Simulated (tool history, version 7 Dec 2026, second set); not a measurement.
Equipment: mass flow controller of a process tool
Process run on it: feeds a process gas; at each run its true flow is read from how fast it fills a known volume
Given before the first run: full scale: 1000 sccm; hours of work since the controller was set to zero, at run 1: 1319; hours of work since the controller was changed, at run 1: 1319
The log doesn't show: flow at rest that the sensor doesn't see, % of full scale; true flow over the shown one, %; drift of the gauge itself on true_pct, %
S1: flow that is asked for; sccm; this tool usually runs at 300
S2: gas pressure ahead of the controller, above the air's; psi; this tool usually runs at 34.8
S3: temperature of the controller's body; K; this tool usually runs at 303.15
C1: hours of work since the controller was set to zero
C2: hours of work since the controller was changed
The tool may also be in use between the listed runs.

Run 1, day 0: usual settings; C1 1319; C2 1319. Result: true flow (%) 97.53.
Run 2, day 11.479: usual settings; C1 1528; C2 1528. Result: true flow (%) 97.37.
Run 3, day 17.229: usual settings; C1 1632; C2 1632. Result: true flow (%) 97.29.
Run 4, day 27.083: usual settings but S1 128 sccm; C1 1811; C2 1811. Result: true flow (%) 93.8.
Run 5, day 40.362: usual settings; C1 2052; C2 2052. Result: true flow (%) 96.93.
Run 6, day 53.758: usual settings but S1 522 sccm; C1 2296; C2 2296. Result: true flow (%) 98.47.
Run 7, day 60.267: usual settings; C1 2414; C2 2414. Result: true flow (%) 96.49.
Run 8, day 68.883: usual settings; C1 2571; C2 2571. Result: true flow (%) 96.36.
At day 70.054: controller's zero set anew.
Run 9, day 76.383: usual settings but S2 35.2 psi, S3 299.15 K; C1 115; C2 2706. Result: true flow (%) 95.37.
Run 10, day 86.525: usual settings but S2 35.2 psi, S3 299.15 K; C1 299; C2 2891. Result: true flow (%) 95.28.
Run 11, day 96.325: usual settings but S1 192 sccm, S3 304.15 K; C1 477; C2 3069. Result: true flow (%) 93.25.
Run 12, day 105.167: usual settings but S1 259 sccm, S3 308.15 K; C1 638; C2 3230. Result: true flow (%) 95.21.
At day 116.775: controller's zero set anew, once more.
Run 13, day 117.121: usual settings but S1 226 sccm, S2 22.5 psi, S3 296.15 K; C1 6; C2 3446. Result: true flow (%) 97.6.
Run 14, day 129.433: usual settings but S1 226 sccm, S2 22.5 psi, S3 296.15 K; C1 230; C2 3670. Result: true flow (%) 97.47.
Run 15, day 135.4: usual settings but S1 226 sccm, S2 22.5 psi, S3 296.15 K; C1 338; C2 3778. Result: true flow (%) 97.37.

Measured result minus the same run's result without the hidden state. Both carry the same run-to-run variation, though not necessarily the same gauge scatter:
run  true flow (%)
  1          -1.06
  2          -1.29
  3          -1.38
  4          -4.23
  5          -1.77
  6          -0.92
  7          -2.11
  8          -2.25
  9          -2.76
 10          -2.94
 11          -5.23
 12          -3.89
 13          +0.71
 14          +0.45
 15           +0.3

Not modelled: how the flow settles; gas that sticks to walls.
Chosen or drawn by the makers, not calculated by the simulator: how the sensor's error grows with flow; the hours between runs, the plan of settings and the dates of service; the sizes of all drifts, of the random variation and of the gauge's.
